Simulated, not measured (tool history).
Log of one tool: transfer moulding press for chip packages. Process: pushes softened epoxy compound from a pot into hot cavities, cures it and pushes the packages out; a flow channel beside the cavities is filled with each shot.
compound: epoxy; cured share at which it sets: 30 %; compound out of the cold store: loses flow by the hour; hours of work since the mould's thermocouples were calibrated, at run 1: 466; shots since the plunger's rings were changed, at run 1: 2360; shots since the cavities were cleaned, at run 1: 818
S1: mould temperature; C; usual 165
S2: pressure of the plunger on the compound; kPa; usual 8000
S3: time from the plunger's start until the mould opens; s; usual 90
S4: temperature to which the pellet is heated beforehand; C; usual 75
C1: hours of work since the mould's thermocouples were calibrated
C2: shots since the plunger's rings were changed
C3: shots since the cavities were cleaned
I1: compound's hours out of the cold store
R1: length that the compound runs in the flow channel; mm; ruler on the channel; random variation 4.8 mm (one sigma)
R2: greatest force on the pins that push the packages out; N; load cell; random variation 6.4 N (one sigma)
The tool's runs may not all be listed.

run,hour,S1,S2,S3,S4,C1,C2,C3,I1,R1,R2
1,0,165,8000,90,75,466,2360,818,11.6,882,354
# hour 9.6: cavities cleaned with cleaning compound and waxed
2,41.4,165,8000,90,75,491,2873,409,22.8,813,326
# hour 82.2: cavities cleaned with cleaning compound and waxed
3,109.5,165,8000,90,75,532,3731,352,36.6,722,311
4,140.8,165,8000,90,75,552,4133,754,40.9,693,355
# hour 154.7: cavities cleaned with cleaning compound and waxed
# hour 207.5: mould's thermocouples calibrated
5,214.8,165,8000,90,75,5,5041,747,11.7,869,348
# hour 231.1: plunger's sealing rings changed
# hour 232.6: cavities cleaned with cleaning compound and waxed
6,253,161,8000,90,75,26,262,262,33.5,771,346
# hour 306.7: cavities cleaned with cleaning compound and waxed
7,311.6,161,8000,90,75,61,997,63,8.4,921,315
8,347.6,165,8000,90,85,84,1462,528,25.7,795,326
# hour 379.3: cavities cleaned with cleaning compound and waxed
9,379.3,165,8000,90,75,103,1850,0,47.9,669,255
10,435.4,165,8000,90,75,138,2571,721,32.5,748,353
# hour 449.7: cavities cleaned with cleaning compound and waxed
11,476.3,165,8000,90,75,162,3080,343,16,853,318
12,514.7,165,7320,90,75,186,3573,836,40.6,669,365
# hour 520.3: cavities cleaned with cleaning compound and waxed
13,581,170,8000,90,75,227,4408,782,32.2,741,315
# hour 595: cavities cleaned with cleaning compound and waxed
# hour 647.7: plunger's sealing rings changed
14,647.7,170,8000,90,75,266,0,645,20.5,839,331
# hour 670.3: cavities cleaned with cleaning compound and waxed
15,710.5,170,8000,90,75,304,789,517,16.6,841,310
# hour 743.1: cavities cleaned with cleaning compound and waxed
16,758.3,170,8000,90,75,333,1386,196,18.3,831,277
# hour 819: cavities cleaned with cleaning compound and waxed
17,830.4,170,8000,90,75,377,2295,147,29,771,264
18,866.1,170,8000,90,75,399,2755,607,18.3,818,311
# hour 890.5: cavities cleaned with cleaning compound and waxed
19,898.7,170,8000,78,85,418,3155,106,47.9,657,269
20,953,165,8990,115,75,452,3853,804,28.2,808,325
# hour 965.6: cavities cleaned with cleaning compound and waxed
21,1003.6,165,8990,115,75,483,4486,489,33,789,317
# hour 1037.9: cavities cleaned with cleaning compound and waxed
22,1058.1,171,8990,115,72,516,5168,260,14.6,892,265
# hour 1063.8: plunger's sealing rings changed
# hour 1112.8: cavities cleaned with cleaning compound and waxed
23,1121.9,170,8180,90,67,553,728,116,47.2,684,262
24,1171,170,8180,90,67,584,1361,749,22.9,822,334
# hour 1186: mould's thermocouples calibrated
# hour 1187.5: cavities cleaned with cleaning compound and waxed
25,1225.3,170,8180,90,67,24,2015,486,19.8,834,302
# hour 1262.1: cavities cleaned with cleaning compound and waxed
26,1283.8,169,6890,73,67,59,2748,280,23.9,740,335

How the hidden state differs across the entries between the runs, from the last listed run before each to the first after it:
Between runs 1 and 2: cavities cleaned with cleaning compound and waxed (hour 9.6)
  true mould temperature over the reading, C: 1.09 -> 1.13; pressure that reaches the compound, % of what is set: 96.76 -> 96.1; grip of the stained cavities, % over clean ones': 40.7 -> 29.1
  measured less the result without the state, R1: -17 -> -18 mm; R2: +96 -> +68 N
Between runs 2 and 3: cavities cleaned with cleaning compound and waxed (hour 82.2)
  true mould temperature over the reading, C: 1.13 -> 1.21; pressure that reaches the compound, % of what is set: 96.1 -> 94.95; grip of the stained cavities, % over clean ones': 29.1 -> 25.6
  measured less the result without the state, R1: -18 -> -21 mm; R2: +68 -> +58 N
Between runs 4 and 5: cavities cleaned with cleaning compound and waxed (hour 154.7); mould's thermocouples calibrated (hour 207.5)
  true mould temperature over the reading, C: 1.24 -> -0.2; pressure that reaches the compound, % of what is set: 94.43 -> 93.27; grip of the stained cavities, % over clean ones': 40.3 -> 38
  measured less the result without the state, R1: -22 -> -30 mm; R2: +95 -> +97 N
Between runs 5 and 6: plunger's sealing rings changed (hour 231.1); cavities cleaned with cleaning compound and waxed (hour 232.6)
  true mould temperature over the reading, C: -0.2 -> -0.16; pressure that reaches the compound, % of what is set: 93.27 -> 99.44; grip of the stained cavities, % over clean ones': 38 -> 20.1
  measured less the result without the state, R1: -30 -> -2 mm; R2: +97 -> +60 N
Between runs 6 and 7: cavities cleaned with cleaning compound and waxed (hour 306.7)
  true mould temperature over the reading, C: -0.16 -> -0.1; pressure that reaches the compound, % of what is set: 99.44 -> 98.36; grip of the stained cavities, % over clean ones': 20.1 -> 7.7
  measured less the result without the state, R1: -2 -> -7 mm; R2: +60 -> +24 N
Between runs 8 and 9: cavities cleaned with cleaning compound and waxed (hour 379.3)
  true mould temperature over the reading, C: -0.06 -> -0.03; pressure that reaches the compound, % of what is set: 97.77 -> 97.27; grip of the stained cavities, % over clean ones': 32.6 -> 1.9
  measured less the result without the state, R1: -9 -> -9 mm; R2: +80 -> +5 N
Between runs 10 and 11: cavities cleaned with cleaning compound and waxed (hour 449.7)
  true mould temperature over the reading, C: 0.03 -> 0.07; pressure that reaches the compound, % of what is set: 96.26 -> 95.64; grip of the stained cavities, % over clean ones': 39.4 -> 25.3
  measured less the result without the state, R1: -14 -> -19 mm; R2: +99 -> +63 N
Between runs 12 and 13: cavities cleaned with cleaning compound and waxed (hour 520.3)
  true mould temperature over the reading, C: 0.12 -> 0.19; pressure that reaches the compound, % of what is set: 94.89 -> 93.78; grip of the stained cavities, % over clean ones': 41.6 -> 39.2
  measured less the result without the state, R1: -18 -> -24 mm; R2: +105 -> +90 N
Between runs 13 and 14: cavities cleaned with cleaning compound and waxed (hour 595); plunger's sealing rings changed (hour 647.7)
  true mould temperature over the reading, C: 0.19 -> 0.25; pressure that reaches the compound, % of what is set: 93.78 -> 99.6; grip of the stained cavities, % over clean ones': 39.2 -> 37.9
  measured less the result without the state, R1: -24 -> -2 mm; R2: +90 -> +89 N
Between runs 14 and 15: cavities cleaned with cleaning compound and waxed (hour 670.3)
  true mould temperature over the reading, C: 0.25 -> 0.32; pressure that reaches the compound, % of what is set: 99.6 -> 98.63; grip of the stained cavities, % over clean ones': 37.9 -> 31.2
  measured less the result without the state, R1: -2 -> -7 mm; R2: +89 -> +75 N
Between runs 15 and 16: cavities cleaned with cleaning compound and waxed (hour 743.1)
  true mould temperature over the reading, C: 0.32 -> 0.36; pressure that reaches the compound, % of what is set: 98.63 -> 97.86; grip of the stained cavities, % over clean ones': 31.2 -> 17.4
  measured less the result without the state, R1: -7 -> -10 mm; R2: +75 -> +41 N
Between runs 16 and 17: cavities cleaned with cleaning compound and waxed (hour 819)
  true mould temperature over the reading, C: 0.36 -> 0.44; pressure that reaches the compound, % of what is set: 97.86 -> 96.7; grip of the stained cavities, % over clean ones': 17.4 -> 11.4
  measured less the result without the state, R1: -10 -> -14 mm; R2: +41 -> +26 N
Between runs 18 and 19: cavities cleaned with cleaning compound and waxed (hour 890.5)
  true mould temperature over the reading, C: 0.48 -> 0.51; pressure that reaches the compound, % of what is set: 95.98 -> 95.47; grip of the stained cavities, % over clean ones': 33.5 -> 10.8
  measured less the result without the state, R1: -18 -> -16 mm; R2: +79 -> +25 N
Between runs 20 and 21: cavities cleaned with cleaning compound and waxed (hour 965.6)
  true mould temperature over the reading, C: 0.57 -> 0.62; pressure that reaches the compound, % of what is set: 94.55 -> 93.72; grip of the stained cavities, % over clean ones': 40.9 -> 32.5
  measured less the result without the state, R1: -24 -> -27 mm; R2: +95 -> +77 N
Between runs 21 and 22: cavities cleaned with cleaning compound and waxed (hour 1037.9)
  true mould temperature over the reading, C: 0.62 -> 0.68; pressure that reaches the compound, % of what is set: 93.72 -> 92.84; grip of the stained cavities, % over clean ones': 32.5 -> 18.2
  measured less the result without the state, R1: -27 -> -35 mm; R2: +77 -> +41 N
Between runs 22 and 23: plunger's sealing rings changed (hour 1063.8); cavities cleaned with cleaning compound and waxed (hour 1112.8)
  true mould temperature over the reading, C: 0.68 -> 0.74; pressure that reaches the compound, % of what is set: 92.84 -> 98.88; grip of the stained cavities, % over clean ones': 18.2 -> 10.3
  measured less the result without the state, R1: -35 -> -5 mm; R2: +41 -> +23 N
Between runs 24 and 25: mould's thermocouples calibrated (hour 1186); cavities cleaned with cleaning compound and waxed (hour 1187.5)
  true mould temperature over the reading, C: 0.79 -> 0.21; pressure that reaches the compound, % of what is set: 98.03 -> 97.14; grip of the stained cavities, % over clean ones': 39.2 -> 30
  measured less the result without the state, R1: -9 -> -13 mm; R2: +92 -> +70 N
Between runs 25 and 26: cavities cleaned with cleaning compound and waxed (hour 1262.1)
  true mould temperature over the reading, C: 0.21 -> 0.27; pressure that reaches the compound, % of what is set: 97.14 -> 96.15; grip of the stained cavities, % over clean ones': 30 -> 22.7
  measured less the result without the state, R1: -13 -> -15 mm; R2: +70 -> +59 N
